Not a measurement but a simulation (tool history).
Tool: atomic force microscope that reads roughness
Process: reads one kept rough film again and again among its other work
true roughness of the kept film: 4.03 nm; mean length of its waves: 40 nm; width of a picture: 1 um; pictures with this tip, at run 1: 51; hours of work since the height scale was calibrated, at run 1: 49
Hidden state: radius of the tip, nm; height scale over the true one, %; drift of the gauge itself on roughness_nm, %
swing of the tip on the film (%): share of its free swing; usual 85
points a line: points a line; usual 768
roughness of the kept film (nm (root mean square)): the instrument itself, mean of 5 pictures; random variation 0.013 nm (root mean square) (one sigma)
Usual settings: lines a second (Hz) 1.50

run	hour	lines a second (Hz)	swing of the tip on the film (%)	points a line	pictures with this tip	hours of work since the height scale was calibrated	roughness of the kept film (nm (root mean square))
1	0.0	1.50	85	768	51	49	2.751
2	7.1	1.50	85	768	60	52	2.699
3	13.5	1.50	85	768	67	55	2.655
4	20.6	1.50	85	768	76	58	2.600
5	26.8	1.50	85	768	83	61	2.540
# hour 31.5: new tip fitted
6	36.9	1.50	85	768	6	65	3.091
# hour 38.5: height scale calibrated on a step standard
7	46.4	1.50	85	444	16	3	3.012
8	56.2	1.50	85	444	28	8	2.875
9	68.1	1.50	85	444	42	13	2.784
10	73.5	1.50	85	444	48	15	2.743
11	79.0	1.18	85	266	55	17	2.774
12	89.1	1.18	85	296	67	22	2.697
13	97.3	1.57	57	316	76	25	2.855
14	103.2	1.57	57	316	83	28	2.822
# hour 107.0: height scale calibrated on a step standard, once more
# hour 108.9: new tip fitted
15	114.5	2.01	68	304	7	3	3.284
16	120.5	0.89	81	768	14	6	3.279

5 ways to go on from here, each from the tool as it stands after run 16. What would each give?
A	127.3	0.84	72	423	22	8	?
B	127.3	1.50	85	558	22	8	?
C	127.3	1.33	87	580	22	8	?
D	127.3	0.89	81	917	22	8	?
E	127.3	3.50	74	262	22	8	?

run	roughness of the kept film (nm (root mean square))
A	3.299
B	2.976
C	2.965
D	3.221
E	2.819
Without the tool's hidden state the same runs would have given:
run	roughness of the kept film (nm (root mean square))
A	3.506
B	3.163
C	3.151
D	3.423
E	2.996

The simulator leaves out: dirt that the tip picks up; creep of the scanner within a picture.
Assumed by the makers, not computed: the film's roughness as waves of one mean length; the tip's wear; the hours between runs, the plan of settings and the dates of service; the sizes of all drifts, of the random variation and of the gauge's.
